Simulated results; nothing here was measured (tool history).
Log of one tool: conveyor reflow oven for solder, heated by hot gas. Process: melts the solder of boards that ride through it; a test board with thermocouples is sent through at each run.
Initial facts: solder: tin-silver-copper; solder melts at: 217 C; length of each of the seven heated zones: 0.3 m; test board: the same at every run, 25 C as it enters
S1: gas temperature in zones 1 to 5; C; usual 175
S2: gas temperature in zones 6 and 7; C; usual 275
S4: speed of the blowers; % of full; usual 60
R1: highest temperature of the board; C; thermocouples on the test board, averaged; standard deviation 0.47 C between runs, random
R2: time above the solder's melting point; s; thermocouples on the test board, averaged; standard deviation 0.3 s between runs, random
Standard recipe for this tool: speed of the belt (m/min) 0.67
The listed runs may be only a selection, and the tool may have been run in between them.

Run 1, hour 0: usual settings. Result: R1 250.9 C, R2 39.8 s.
Run 2, hour 44.5: usual settings. Result: R1 251.5 C, R2 39.9 s.
Run 3, hour 98.2: usual settings. Result: R1 251 C, R2 39.8 s.
At hour 113.8: flux residue cleaned out of gas plates and filters.
Run 4, hour 138.8: usual settings. Result: R1 250.8 C, R2 39.4 s.
Run 5, hour 203.5: usual settings. Result: R1 250.4 C, R2 38.9 s.
Run 6, hour 256.2: usual settings. Result: R1 250.1 C, R2 39.1 s.
Run 7, hour 295.8: usual settings. Result: R1 250 C, R2 39 s.
Run 8, hour 342.1: usual settings but S1 163 C, speed of the belt (m/min) 0.744, S4 75 % of full. Result: R1 247.8 C, R2 30.7 s.
At hour 387.8: belt drive overhauled, speed set with a stopwatch.
Run 9, hour 393.7: usual settings but S1 165 C, S2 288 C, speed of the belt (m/min) 0.744, S4 51 % of full. Result: R1 249.3 C, R2 31 s.
At hour 424.7: flux residue cleaned out of gas plates and filters, once more.
Run 10, hour 441.2: usual settings but S1 165 C, S2 288 C, speed of the belt (m/min) 0.744, S4 51 % of full. Result: R1 251.6 C, R2 32.4 s.
Run 11, hour 488.4: usual settings but S1 163 C, S2 280 C, speed of the belt (m/min) 0.764, S4 51 % of full. Result: R1 243 C, R2 26 s.
Run 12, hour 531.1: usual settings but S1 164 C, S2 264 C, S4 76 % of full. Result: R1 244.3 C, R2 33.2 s.
Run 13, hour 579.9: usual settings but S2 274 C, speed of the belt (m/min) 0.767. Result: R1 244.2 C, R2 30.3 s.
At hour 611.5: thermocouples of zones 6 and 7 changed.
Run 14, hour 622.7: usual settings but S1 171 C, S2 274 C, speed of the belt (m/min) 0.713. Result: R1 250.1 C, R2 35.3 s.

Per-run results on a tool with no hidden state, each run keeping its own random variation:
Hidden conditions of the tool in this case: heat that the gas passes to the board, % of a clean oven's; belt's true speed, % of the reading; true gas temperature in zones 6 and 7 over the reading, C; drift of the gauge itself on peak_c, C; drift of the gauge itself on liquid_s, %.
run     R1    R2
  1  254.7  41.2
  2  255.4  41.3
  3    255  41.3
  4  255.4  41.4
  5  255.2  40.9
  6    255  41.1
  7    255  41.1
  8  253.5  33.2
  9  255.4  34.4
 10  255.5  34.3
 11    247  28.3
 12  248.8  35.8
 13  248.4  32.5
 14  250.2  35.3
